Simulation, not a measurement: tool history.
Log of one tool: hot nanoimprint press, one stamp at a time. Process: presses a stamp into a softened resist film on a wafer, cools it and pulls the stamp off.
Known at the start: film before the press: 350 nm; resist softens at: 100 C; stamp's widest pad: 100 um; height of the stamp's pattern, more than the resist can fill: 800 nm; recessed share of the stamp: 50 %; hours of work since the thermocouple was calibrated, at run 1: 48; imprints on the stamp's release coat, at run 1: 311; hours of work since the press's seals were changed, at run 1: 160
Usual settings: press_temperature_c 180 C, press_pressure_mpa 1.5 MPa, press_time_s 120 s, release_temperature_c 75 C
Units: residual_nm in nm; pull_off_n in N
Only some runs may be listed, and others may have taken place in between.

run,day,press_temperature_c,press_pressure_mpa,press_time_s,release_temperature_c,hours of work since the thermocouple was calibrated,imprints on the stamp's release coat,hours of work since the press's seals were changed,residual_nm,pull_off_n
1,0,180,1.5,120,75,48,311,160,164.2,181
2,0.288,180,1.5,120,75,51,324,163,163.9,192
3,0.604,180,1.5,120,75,54,339,166,164.1,186
4,0.925,180,1.7,120,75,58,354,169,155,188
5,1.121,180,1.7,120,75,60,362,171,155.3,188
6,1.333,180,2,120,75,62,372,173,143.7,184
7,1.575,180,2,120,75,64,383,175,143.8,187
8,1.804,180,2,120,75,66,393,177,143.5,191
9,2.004,180,1.5,120,78,68,402,179,162.7,183
10,2.3,180,1.5,120,78,71,416,182,162.9,177
11,2.612,180,1.5,120,78,74,430,185,162.1,182
12,2.788,180,1.5,120,75,76,438,187,162.6,186
13,3.15,178,1.5,120,75,80,455,191,174,188
14,3.467,178,1.5,120,75,83,469,194,172,191
15,3.638,180,1.82,120,75,84,477,196,148.6,187
16,3.854,168,1.5,89,75,87,486,198,249.8,189
17,4.154,168,1.27,67,75,89,500,201,275,189
18,4.346,180,2.03,229,64,91,509,203,108,209
19,4.688,180,1.5,236,66,95,524,206,124.6,216
20,5.012,189,1.5,236,70,98,539,209,91.3,201
21,5.188,189,1.5,113,70,100,547,211,124.5,202
22,5.496,177,2.09,113,70,103,561,214,157.2,197
# day 5.758: gauge calibrated
23,5.758,168,2.26,120,74,105,573,217,204,186
24,6.029,183,1.5,223,80,108,585,219,116.5,172
25,6.338,185,1.01,77,68,111,599,222,195.7,205
26,6.671,187,1.01,93,68,114,615,226,173.3,202
27,6.988,187,1.01,93,68,117,629,229,173.3,204
28,7.383,187,1.01,93,68,121,647,233,172.7,200
29,7.571,173,1.32,98,71,123,655,234,225,200
30,7.75,173,1.32,98,71,125,664,236,224.7,201

Alternative continuations, all from the tool just after run 30; predict every row:
A,8.104,185,1.32,116,71,128,680,240,?,?
B,8.104,173,2.38,98,71,128,680,240,?,?
C,8.104,173,1.74,98,71,128,680,240,?,?
D,8.104,173,1.32,98,81,128,680,240,?,?

run,residual_nm,pull_off_n
A,149.6,198
B,179.7,206
C,203.3,197
D,224.9,168
The same runs, with their run-to-run variation unchanged, on a tool lacking any hidden condition would have given:
run,residual_nm,pull_off_n
A,150.9,197
B,181.2,205
C,205.1,196
D,226.8,167
